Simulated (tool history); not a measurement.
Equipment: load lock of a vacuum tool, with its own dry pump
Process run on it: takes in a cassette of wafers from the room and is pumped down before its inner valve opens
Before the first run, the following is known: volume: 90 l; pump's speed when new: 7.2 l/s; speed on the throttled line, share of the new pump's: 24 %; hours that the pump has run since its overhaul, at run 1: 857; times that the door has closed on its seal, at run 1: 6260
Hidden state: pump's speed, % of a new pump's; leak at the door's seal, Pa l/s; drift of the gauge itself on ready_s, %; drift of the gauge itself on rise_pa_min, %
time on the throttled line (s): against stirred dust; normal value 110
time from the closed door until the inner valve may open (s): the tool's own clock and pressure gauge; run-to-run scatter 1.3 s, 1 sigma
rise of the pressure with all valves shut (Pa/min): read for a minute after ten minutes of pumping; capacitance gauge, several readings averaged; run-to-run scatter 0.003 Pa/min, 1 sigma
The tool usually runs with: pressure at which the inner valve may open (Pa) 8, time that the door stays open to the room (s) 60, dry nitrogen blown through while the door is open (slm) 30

run     hour  time on the throttled line (s)  pressure at which the inner valve may open (Pa)  time that the door stays open to the room (s)  dry nitrogen blown through while the door is open (slm)  hours that the pump has run since its overhaul  times that the door has closed on its seal  incoming humidity of the room's air, %  time from the closed door until the inner valve may open (s)  rise of the pressure with all valves shut (Pa/min)
  1      0.0                             110                                                8                                             60                                                       30                                             857                                        6260                                    43.2                                                         204.2                                               0.026
  2    632.2                             110                                               10                                             60                                                       30                                            1489                                        7366                                    46.4                                                         201.0                                               0.027
  3   1132.8                             110                                                8                                             77                                                       30                                            1990                                        8242                                    44.8                                                         203.0                                               0.028
  4   1563.4                             110                                                8                                             60                                                       40                                            2420                                        8995                                    44.0                                                         202.1                                               0.024
  5   2186.3                             110                                                8                                             60                                                       40                                            3043                                       10085                                    44.6                                                         201.7                                               0.020
  6   2796.8                             110                                                8                                             60                                                       40                                            3654                                       11154                                    45.6                                                         202.2                                               0.025
  7   3361.7                             110                                                8                                             60                                                       30                                            4219                                       12142                                    42.0                                                         201.7                                               0.017
  8   3942.5                             110                                               15                                             60                                                       30                                            4800                                       13158                                    48.3                                                         194.3                                               0.024
  9   4366.3                             110                                               15                                             60                                                       30                                            5223                                       13900                                    47.4                                                         193.9                                               0.025
 10   4748.8                             110                                                8                                             60                                                        6                                            5606                                       14569                                    43.1                                                         202.4                                               0.032
 11   5044.0                             110                                                7                                             60                                                        6                                            5901                                       15086                                    44.9                                                         202.3                                               0.039
 12   5351.4                              87                                                8                                             60                                                       30                                            6208                                       15624                                    44.9                                                         184.6                                               0.024
 13   6007.3                              87                                                8                                             60                                                       30                                            6864                                       16771                                    45.8                                                         185.5                                               0.024
 14   6593.8                             110                                                8                                             48                                                       30                                            7451                                       17797                                    46.6                                                         204.1                                               0.020
 15   7213.5                             110                                                8                                             60                                                       30                                            8071                                       18882                                    46.1                                                         200.2                                               0.027
 16   7503.1                             110                                                8                                             60                                                       30                                            8360                                       19388                                    47.8                                                         201.1                                               0.027
 17   8084.8                             110                                                8                                             60                                                       30                                            8942                                       20406                                    48.8                                                         201.4                                               0.032
 18   8748.4                             110                                                8                                             60                                                       11                                            9605                                       21567                                    45.0                                                         202.2                                               0.029
 19   9227.3                             110                                                8                                             60                                                       11                                           10084                                       22405                                    42.2                                                         200.7                                               0.035
 20   9713.2                             110                                                6                                             60                                                       30                                           10570                                       23256                                    44.4                                                         205.4                                               0.029
 21  10340.0                             110                                                6                                             60                                                       30                                           11197                                       24352                                    47.4                                                         204.8                                               0.027
 22  10811.4                             110                                               12                                             87                                                       30                                           11669                                       25177                                    48.0                                                         198.1                                               0.030
 23  11319.6                             120                                                8                                             87                                                        9                                           12177                                       26066                                    44.8                                                         211.0                                               0.041
 24  11817.9                             120                                                9                                             62                                                       16                                           12675                                       26938                                    47.4                                                         206.7                                               0.034
 25  12259.9                             120                                                9                                             59                                                       16                                           13117                                       27712                                    45.2                                                         209.4                                               0.031
 26  12756.6                             120                                                9                                             59                                                       16                                           13614                                       28581                                    46.3                                                         208.3                                               0.033
 27  13241.7                             189                                                7                                             60                                                       30                                           14099                                       29429                                    43.4                                                         266.1                                               0.023
 28  13646.4                              65                                                9                                            214                                                       12                                           14503                                       30138                                    44.5                                                         168.0                                               0.076
 29  13988.2                              85                                                7                                            214                                                       11                                           14845                                       30736                                    46.4                                                         185.6                                               0.078
 30  14358.6                              85                                                7                                            214                                                       11                                           15216                                       31384                                    49.5                                                         186.8                                               0.086
 31  14907.7                              85                                                7                                            214                                                       11                                           15765                                       32345                                    44.2                                                         185.8                                               0.071
 32  15185.8                              74                                               12                                             77                                                       23                                           16043                                       32831                                    43.1                                                         170.4                                               0.032
 33  15460.5                             110                                               14                                             25                                                       31                                           16318                                       33312                                    45.5                                                         197.0                                               0.015
 34  16090.3                             110                                               14                                             25                                                       31                                           16947                                       34414                                    44.1                                                         195.9                                               0.014
 35  16509.1                             208                                                8                                            119                                                        6                                           17366                                       35147                                    46.1                                                         279.4                                               0.057
 36  17135.6                             208                                                8                                            119                                                       16                                           17993                                       36243                                    46.9                                                         275.6                                               0.047
 37  17459.3                             208                                                8                                            119                                                       16                                           18316                                       36809                                    43.5                                                         277.8                                               0.052

Here are 4 independent what-if runs from the current tool condition. What would each one return?
  A  17784.9                             138                                                8                                            102                                                       10                                           18642                                       37379                                    42.1                                                             ?                                                   ?
  B  17784.9                             110                                               14                                             60                                                       30                                           18642                                       37379                                    48.1                                                             ?                                                   ?
  C  17784.9                              92                                                8                                            119                                                       16                                           18642                                       37379                                    45.5                                                             ?                                                   ?
  D  17784.9                             110                                                8                                             60                                                        4                                           18642                                       37379                                    45.0                                                             ?                                                   ?

run  time from the closed door until the inner valve may open (s)  rise of the pressure with all valves shut (Pa/min)
  A                                                         220.4                                               0.052
  B                                                         193.9                                               0.029
  C                                                         189.4                                               0.043
  D                                                         203.7                                               0.044
With no hidden state in the tool, these same runs would have given:
run  time from the closed door until the inner valve may open (s)  rise of the pressure with all valves shut (Pa/min)
  A                                                         220.3                                               0.050
  B                                                         193.8                                               0.028
  C                                                         189.3                                               0.041
  D                                                         203.5                                               0.042
